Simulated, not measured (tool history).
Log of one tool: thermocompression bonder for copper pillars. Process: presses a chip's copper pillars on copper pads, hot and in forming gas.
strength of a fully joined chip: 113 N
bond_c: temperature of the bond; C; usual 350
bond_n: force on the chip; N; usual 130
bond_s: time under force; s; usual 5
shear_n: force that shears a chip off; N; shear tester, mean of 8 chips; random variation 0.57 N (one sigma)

run 1 hour=0 | bond_c=350 bond_n=130 bond_s=5 | shear_n=69.2
run 2 hour=6.9 | bond_c=350 bond_n=130 bond_s=5 | shear_n=68.8
run 3 hour=22.5 | bond_c=350 bond_n=130 bond_s=5 | shear_n=67.9
run 4 hour=35.1 | bond_c=350 bond_n=130 bond_s=5 | shear_n=68.4
run 5 hour=45.1 | bond_c=350 bond_n=130 bond_s=5 | shear_n=67.1
run 6 hour=59.7 | bond_c=350 bond_n=130 bond_s=5 | shear_n=66.9
run 7 hour=67.1 | bond_c=350 bond_n=130 bond_s=5 | shear_n=67.3
run 8 hour=80.5 | bond_c=350 bond_n=130 bond_s=5 | shear_n=66.7
run 9 hour=91.2 | bond_c=350 bond_n=130 bond_s=5 | shear_n=67.2
-- hour=94.6 heater calibrated with a thermocouple chip
run 10 hour=107.8 | bond_c=350 bond_n=130 bond_s=5 | shear_n=66
run 11 hour=122.9 | bond_c=350 bond_n=130 bond_s=5 | shear_n=65.5
run 12 hour=136.2 | bond_c=321 bond_n=130 bond_s=6 | shear_n=52.7
run 13 hour=147.6 | bond_c=321 bond_n=130 bond_s=6 | shear_n=51.2
run 14 hour=158.2 | bond_c=321 bond_n=130 bond_s=6 | shear_n=52.2
run 15 hour=173.3 | bond_c=321 bond_n=130 bond_s=6 | shear_n=51.2
-- hour=186.2 heater calibrated with a thermocouple chip, once more
run 16 hour=190.9 | bond_c=321 bond_n=130 bond_s=6 | shear_n=53.5
run 17 hour=204.8 | bond_c=347 bond_n=130 bond_s=11 | shear_n=79.2
run 18 hour=217.2 | bond_c=332 bond_n=130 bond_s=5 | shear_n=56.4
run 19 hour=232.4 | bond_c=332 bond_n=130 bond_s=5 | shear_n=55.4
-- hour=236 forming gas filter changed
run 20 hour=246.3 | bond_c=352 bond_n=112 bond_s=4 | shear_n=61
run 21 hour=257.9 | bond_c=326 bond_n=107 bond_s=3 | shear_n=39.9
run 22 hour=265.4 | bond_c=326 bond_n=134 bond_s=13 | shear_n=79.1

Forecast each of these 5 alternatives for the next run:
run A hour=275.3 | bond_c=335 bond_n=126 bond_s=5 | shear_n=?
run B hour=275.3 | bond_c=337 bond_n=134 bond_s=13 | shear_n=?
run C hour=275.3 | bond_c=356 bond_n=179 bond_s=7 | shear_n=?
run D hour=275.3 | bond_c=326 bond_n=185 bond_s=13 | shear_n=?
run E hour=275.3 | bond_c=367 bond_n=111 bond_s=14 | shear_n=?

run=A shear_n=62.5
run=B shear_n=85.6
run=C shear_n=98.2
run=D shear_n=95.3
run=E shear_n=93.6
Without the tool's hidden state the same runs would have given:
run=A shear_n=65.4
run=B shear_n=88.5
run=C shear_n=100.7
run=D shear_n=97.9
run=E shear_n=96.4
